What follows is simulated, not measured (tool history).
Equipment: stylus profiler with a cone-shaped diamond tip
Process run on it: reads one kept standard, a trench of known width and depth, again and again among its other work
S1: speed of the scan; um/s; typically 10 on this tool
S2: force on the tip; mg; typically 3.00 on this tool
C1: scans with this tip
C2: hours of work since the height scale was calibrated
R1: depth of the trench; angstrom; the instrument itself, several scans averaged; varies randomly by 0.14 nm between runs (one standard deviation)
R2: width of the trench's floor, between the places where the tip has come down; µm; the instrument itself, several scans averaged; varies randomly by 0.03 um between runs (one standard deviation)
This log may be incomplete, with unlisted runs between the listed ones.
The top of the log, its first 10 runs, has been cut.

run     day  S1    S2    C1   C2      R1     R2
 11   5.375  10  3.11  1886  246  5096.9  25.34
 12   6.075  10  2.09  1980  258  5075.2  25.34
 13   6.554  10  2.09  2045  267  5075.0  25.39
 14   7.292  10  5.05  2144  280  5135.0  25.39
 15   8.021   3  3.00  2243  292  5098.0  25.33
 16   8.508   3  3.00  2308  301  5100.3  25.36
 17   8.938   3  3.00  2367  309  5097.1  25.37
 18   9.408  10  3.00  2430  317  5097.6  25.30
 19   9.946  10  3.00  2503  326  5097.2  25.35
 20  10.358  10  3.00  2558  333  5096.2  25.32
 21  11.125  10  1.65  2662  347  5067.4  25.27
 22  11.517   6  1.65  2715  354  5068.1  25.29
 23  11.996  10  1.42  2779  362  5061.8  25.31
 24  12.746  19  4.39  2881  376  5123.8  25.18

Run 25 comes next. What will it give?
 25  13.325  29  3.00  2959  386   ?   ?

R1: 5100.5 angstrom
R2: 25.23 µm
Were there no unlogged condition in the tool, this run, its random variation unchanged, would have produced R1 5094.2 angstrom, R2 25.58 µm.

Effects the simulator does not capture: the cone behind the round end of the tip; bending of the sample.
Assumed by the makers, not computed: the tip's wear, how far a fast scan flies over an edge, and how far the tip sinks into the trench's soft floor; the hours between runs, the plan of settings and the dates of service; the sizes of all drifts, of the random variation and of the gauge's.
